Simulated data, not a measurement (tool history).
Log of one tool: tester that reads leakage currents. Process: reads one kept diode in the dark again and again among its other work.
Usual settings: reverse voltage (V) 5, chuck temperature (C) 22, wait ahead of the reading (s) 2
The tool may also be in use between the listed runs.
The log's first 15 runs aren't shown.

| run | hour | reverse voltage (V) | chuck temperature (C) | wait ahead of the reading (s) | hours of work since the probe card was cleaned | hours of work since the tester was calibrated | hours of work since the chuck was calibrated | current that the tester gives (pA) |
|---|---|---|---|---|---|---|---|---|
|  | 1944.1 | probe card cleaned and baked |
| 16 | 1976.8 | 5 | 22 | 1.98 | 17 | 161 | 1383 | 37.69 |
| 17 | 2164.2 | 5 | 22 | 2 | 111 | 255 | 1477 | 37.64 |
|  | 2343.8 | chuck's temperature calibrated |
| 18 | 2343.8 | 5 | 22 | 2 | 201 | 345 | 0 | 37.56 |
| 19 | 2446.5 | 5 | 22 | 2 | 253 | 397 | 52 | 37.95 |
| 20 | 2589.3 | 5 | 22 | 6.01 | 325 | 469 | 124 | 37.53 |
| 21 | 2729 | 5 | 52 | 1.8 | 395 | 539 | 194 | 496.47 |
| 22 | 2921.2 | 5 | 52 | 1.8 | 492 | 636 | 291 | 496.18 |
| 23 | 3058.8 | 4.44 | 34 | 0.57 | 562 | 706 | 361 | 105.09 |
| 24 | 3198.2 | 3.12 | 24 | 9.33 | 632 | 776 | 431 | 34.13 |
| 25 | 3364.1 | 3.12 | 24 | 9.33 | 716 | 860 | 515 | 34.29 |
| 26 | 3528.5 | 2.26 | 22 | 0.52 | 799 | 943 | 598 | 24.11 |
| 27 | 3720.3 | 2.26 | 22 | 0.52 | 895 | 1040 | 695 | 24.05 |
| 28 | 3910.8 | 1.05 | 48 | 0.32 | 991 | 1136 | 791 | 144.58 |
| 29 | 4005.3 | 1.06 | 39 | 2 | 1039 | 1183 | 838 | 69.21 |
| 30 | 4182.3 | 2.23 | 25 | 2 | 1128 | 1273 | 928 | 31.04 |
| 31 | 4357.9 | 15.02 | 22 | 1.75 | 1217 | 1361 | 1016 | 72.82 |
| 32 | 4440 | 9.79 | 22 | 1.05 | 1259 | 1403 | 1058 | 57.01 |
| 33 | 4577.3 | 9.79 | 22 | 1.05 | 1328 | 1472 | 1127 | 57.14 |
| 34 | 4742.4 | 1.12 | 22 | 2 | 1411 | 1555 | 1210 | 15.55 |
| 35 | 4873.6 | 13.75 | 21 | 1.19 | 1477 | 1622 | 1277 | 63.35 |
| 36 | 4976.1 | 2.12 | 57 | 0.86 | 1529 | 1673 | 1328 | 439.06 |
| 37 | 5138.7 | 2.12 | 57 | 0.48 | 1611 | 1755 | 1410 | 440.31 |
| 38 | 5236.2 | 2.12 | 57 | 0.48 | 1660 | 1805 | 1460 | 439.52 |
| 39 | 5314.4 | 9.95 | 22 | 1.04 | 1700 | 1844 | 1499 | 57.62 |
| 40 | 5417.8 | 9.95 | 22 | 6.63 | 1752 | 1896 | 1551 | 55.69 |

3 ways to go on from here, each from the tool as it stands after run 40. What would each give?
|  | 5457.9 | chuck's temperature calibrated |
| A | 5539.7 | 2.85 | 48 | 0.34 | 1813 | 1957 | 41 | ? |
|  | 5457.9 | chuck's temperature calibrated |
| B | 5539.7 | 5 | 26 | 2 | 1813 | 1957 | 41 | ? |
|  | 5457.9 | chuck's temperature calibrated |
| C | 5539.7 | 2.43 | 41 | 1.56 | 1813 | 1957 | 41 | ? |

| run | current that the tester gives (pA) |
|---|---|
| A | 259.77 |
| B | 54.68 |
| C | 134.46 |
Without the tool's hidden state the same runs would have given:
| run | current that the tester gives (pA) |
|---|---|
| A | 259.76 |
| B | 54.65 |
| C | 134.45 |
